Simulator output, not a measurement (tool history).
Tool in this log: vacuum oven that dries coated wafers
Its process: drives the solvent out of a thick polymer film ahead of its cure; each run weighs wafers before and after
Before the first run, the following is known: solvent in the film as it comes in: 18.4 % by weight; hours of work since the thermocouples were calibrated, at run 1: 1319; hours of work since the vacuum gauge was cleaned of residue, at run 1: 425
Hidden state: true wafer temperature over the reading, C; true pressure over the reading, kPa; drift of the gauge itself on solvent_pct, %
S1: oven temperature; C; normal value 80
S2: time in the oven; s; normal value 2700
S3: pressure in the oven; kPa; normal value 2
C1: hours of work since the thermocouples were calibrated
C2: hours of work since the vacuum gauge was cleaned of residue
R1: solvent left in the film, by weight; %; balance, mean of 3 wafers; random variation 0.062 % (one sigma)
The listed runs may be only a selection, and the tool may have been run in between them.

run 1 day=0 | S1=80 S2=2700 S3=2 | C1=1319 C2=425 | R1=3.72
run 2 day=1.292 | S1=80 S2=2700 S3=2 | C1=1341 C2=447 | R1=3.76
run 3 day=2.862 | S1=80 S2=2700 S3=2 | C1=1368 C2=474 | R1=3.76
-- day=3.858 oven's thermocouples calibrated
run 4 day=4.325 | S1=80 S2=2700 S3=2 | C1=8 C2=497 | R1=3.79
run 5 day=5.112 | S1=80 S2=2700 S3=6.72 | C1=21 C2=511 | R1=5.02
run 6 day=6.658 | S1=80 S2=2700 S3=6.72 | C1=48 C2=537 | R1=5.06
run 7 day=7.696 | S1=80 S2=2700 S3=6.72 | C1=65 C2=555 | R1=4.98
run 8 day=8.683 | S1=94 S2=2700 S3=6.72 | C1=82 C2=572 | R1=1.49
run 9 day=10.371 | S1=94 S2=2700 S3=6.72 | C1=111 C2=600 | R1=1.41
run 10 day=11.946 | S1=94 S2=2700 S3=4.82 | C1=138 C2=627 | R1=1.08
run 11 day=12.896 | S1=80 S2=2700 S3=2 | C1=154 C2=643 | R1=3.75
run 12 day=13.954 | S1=80 S2=2700 S3=2 | C1=172 C2=661 | R1=3.77
run 13 day=15.304 | S1=80 S2=1800 S3=2 | C1=195 C2=684 | R1=5.75
run 14 day=16.1 | S1=80 S2=2700 S3=2 | C1=208 C2=698 | R1=3.7
run 15 day=17.217 | S1=80 S2=2700 S3=2 | C1=227 C2=717 | R1=3.63
run 16 day=18.421 | S1=80 S2=2700 S3=2 | C1=248 C2=737 | R1=3.84
run 17 day=19.812 | S1=81 S2=2700 S3=2 | C1=271 C2=761 | R1=3.36
run 18 day=21.429 | S1=81 S2=2700 S3=2 | C1=299 C2=788 | R1=3.34
run 19 day=22.2 | S1=81 S2=2700 S3=2 | C1=312 C2=801 | R1=3.37
run 20 day=23.742 | S1=80 S2=2700 S3=2 | C1=338 C2=828 | R1=3.78
run 21 day=25.162 | S1=80 S2=2700 S3=2 | C1=362 C2=852 | R1=3.76
run 22 day=25.954 | S1=84 S2=2700 S3=2 | C1=376 C2=865 | R1=2.32
run 23 day=26.875 | S1=66 S2=2700 S3=1.56 | C1=391 C2=881 | R1=9.47
run 24 day=28.083 | S1=66 S2=2700 S3=1.56 | C1=412 C2=901 | R1=9.43
run 25 day=28.85 | S1=66 S2=2700 S3=2.09 | C1=425 C2=915 | R1=9.42
run 26 day=30.021 | S1=70 S2=2700 S3=2 | C1=445 C2=934 | R1=7.78
run 27 day=31.717 | S1=70 S2=2700 S3=2 | C1=474 C2=963 | R1=8.07
run 28 day=32.508 | S1=70 S2=2700 S3=2 | C1=487 C2=977 | R1=8
run 29 day=33.479 | S1=70 S2=2700 S3=2 | C1=504 C2=993 | R1=7.77
run 30 day=34.254 | S1=70 S2=2700 S3=2 | C1=517 C2=1006 | R1=7.96
run 31 day=35.217 | S1=86 S2=4260 S3=2 | C1=533 C2=1023 | R1=0.93
run 32 day=35.938 | S1=86 S2=4260 S3=2 | C1=545 C2=1035 | R1=0.9
run 33 day=37.6 | S1=80 S2=1560 S3=2 | C1=574 C2=1063 | R1=6.54
run 34 day=38.912 | S1=83 S2=4260 S3=2 | C1=596 C2=1086 | R1=1.24
run 35 day=39.762 | S1=83 S2=4260 S3=2 | C1=611 C2=1100 | R1=1.27
run 36 day=40.712 | S1=83 S2=4260 S3=2 | C1=627 C2=1116 | R1=1.24
run 37 day=41.738 | S1=80 S2=2940 S3=1.41 | C1=644 C2=1134 | R1=3.05
run 38 day=43.054 | S1=78 S2=4620 S3=1.05 | C1=667 C2=1156 | R1=1.95
run 39 day=44.458 | S1=87 S2=1920 S3=2.02 | C1=690 C2=1180 | R1=2.75
run 40 day=45.396 | S1=90 S2=2700 S3=5.55 | C1=706 C2=1196 | R1=1.81
run 41 day=47.092 | S1=80 S2=2700 S3=5.42 | C1=735 C2=1225 | R1=4.59
run 42 day=47.829 | S1=80 S2=2700 S3=2.44 | C1=748 C2=1237 | R1=3.81

Consider 4 possible next runs. They are alternatives, not a sequence: every one starts from the tool as it was left by run 42. What does each give?
run A day=48.825 | S1=65 S2=1500 S3=2.46 | C1=765 C2=1254 | R1=?
run B day=48.825 | S1=80 S2=1980 S3=1.31 | C1=765 C2=1254 | R1=?
run C day=48.825 | S1=69 S2=2340 S3=2 | C1=765 C2=1254 | R1=?
run D day=48.825 | S1=94 S2=2040 S3=3.94 | C1=765 C2=1254 | R1=?

run=A R1=12.33
run=B R1=5.02
run=C R1=9.07
run=D R1=1.22
Stripped of hidden state, with their random variation kept, the same runs would have yielded:
run=A R1=12.31
run=B R1=4.99
run=C R1=9.05
run=D R1=1.21

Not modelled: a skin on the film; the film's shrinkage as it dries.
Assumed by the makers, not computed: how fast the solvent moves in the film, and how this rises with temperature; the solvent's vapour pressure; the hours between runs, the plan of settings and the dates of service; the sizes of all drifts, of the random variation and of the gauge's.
